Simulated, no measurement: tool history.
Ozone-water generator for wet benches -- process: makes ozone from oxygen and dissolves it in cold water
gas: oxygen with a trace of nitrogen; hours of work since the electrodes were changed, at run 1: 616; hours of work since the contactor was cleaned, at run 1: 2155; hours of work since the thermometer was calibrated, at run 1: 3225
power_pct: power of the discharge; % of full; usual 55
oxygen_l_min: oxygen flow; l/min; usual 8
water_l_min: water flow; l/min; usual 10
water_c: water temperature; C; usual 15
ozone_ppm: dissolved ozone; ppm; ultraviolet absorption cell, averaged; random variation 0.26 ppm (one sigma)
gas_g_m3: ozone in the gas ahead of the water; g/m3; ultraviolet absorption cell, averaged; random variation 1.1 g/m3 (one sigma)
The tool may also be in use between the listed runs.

run,hour,power_pct,oxygen_l_min,water_l_min,water_c,hours of work since the electrodes were changed,hours of work since the contactor was cleaned,hours of work since the thermometer was calibrated,ozone_ppm,gas_g_m3
1,0.0,55,8,10,15,616,2155,3225,39.4,203.6
2,53.8,55,8,10,15,669,2208,3279,39.3,200.7
3,109.1,55,8,10,7,725,2264,3334,46.1,202.2
4,166.2,55,8,10,7,782,2321,3391,46.5,202.7
5,217.2,55,8,10,7,833,2372,3442,46.2,201.2
# hour 225.7: contactor cleaned
6,255.4,55,8,10,7,867,30,3476,45.7,202.0

Estimate the outcome of run 7 from the log above:
7,292.4,55,8,10,7,904,67,3513,?,?

Logged for run 7: ozone_ppm 45.8 ppm, gas_g_m3 200.8 g/m3.
Minus the tool's unlogged condition, the same run would have read ozone_ppm 48.3 ppm, gas_g_m3 204.9 g/m3.

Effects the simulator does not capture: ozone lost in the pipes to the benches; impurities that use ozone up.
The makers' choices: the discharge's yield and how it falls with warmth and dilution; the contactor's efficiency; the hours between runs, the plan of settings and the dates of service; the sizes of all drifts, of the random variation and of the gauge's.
